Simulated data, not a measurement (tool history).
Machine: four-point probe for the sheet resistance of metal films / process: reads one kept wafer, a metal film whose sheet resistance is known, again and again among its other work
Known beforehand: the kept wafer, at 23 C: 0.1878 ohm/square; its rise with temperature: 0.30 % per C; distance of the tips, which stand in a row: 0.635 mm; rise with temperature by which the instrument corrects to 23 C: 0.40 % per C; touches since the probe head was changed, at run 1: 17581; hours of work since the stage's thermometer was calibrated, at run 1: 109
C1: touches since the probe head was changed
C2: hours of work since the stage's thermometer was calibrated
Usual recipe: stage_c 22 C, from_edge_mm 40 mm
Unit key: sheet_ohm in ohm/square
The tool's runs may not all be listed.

Run 1, hour 0.0: usual settings; C1 17581; C2 109. Result: sheet_ohm 0.188038 ohm/square.
Run 2, hour 14.0: usual settings; C1 18256; C2 120. Result: sheet_ohm 0.188030 ohm/square.
Run 3, hour 29.3: usual settings but from_edge_mm 21 mm; C1 18996; C2 131. Result: sheet_ohm 0.188139 ohm/square.
Run 4, hour 37.4: usual settings but stage_c 23 C; C1 19390; C2 138. Result: sheet_ohm 0.187805 ohm/square.
Run 5, hour 51.8: usual settings but stage_c 34 C; C1 20089; C2 148. Result: sheet_ohm 0.185720 ohm/square.
Run 6, hour 65.6: usual settings but stage_c 34 C; C1 20754; C2 159. Result: sheet_ohm 0.185747 ohm/square.
Run 7, hour 78.0: usual settings; C1 21356; C2 168. Result: sheet_ohm 0.188045 ohm/square.
Run 8, hour 90.7: usual settings; C1 21971; C2 178. Result: sheet_ohm 0.188050 ohm/square.
Run 9, hour 102.3: usual settings but from_edge_mm 16 mm; C1 22528; C2 186. Result: sheet_ohm 0.188119 ohm/square.
Run 10, hour 118.4: usual settings but from_edge_mm 16 mm; C1 23309; C2 199. Result: sheet_ohm 0.188138 ohm/square.
Run 11, hour 134.6: usual settings but from_edge_mm 16 mm; C1 24092; C2 211. Result: sheet_ohm 0.188172 ohm/square.
Run 12, hour 144.8: usual settings but from_edge_mm 16 mm; C1 24588; C2 219. Result: sheet_ohm 0.188193 ohm/square.
Run 13, hour 160.9: usual settings but from_edge_mm 16 mm; C1 25366; C2 231. Result: sheet_ohm 0.188173 ohm/square.
Run 14, hour 179.3: usual settings but from_edge_mm 16 mm; C1 26255; C2 245. Result: sheet_ohm 0.188200 ohm/square.

What does the tool deliver on the next run?
Run 15, hour 192.7: usual settings but from_edge_mm 16 mm; C1 26907; C2 255. Result: sheet_ohm ?.

{"run 15": {"sheet_ohm": 0.188135}}
Take away the tool's hidden state, keep the run-to-run variation as it was, and the same run would have given sheet_ohm 0.188129 ohm/square.
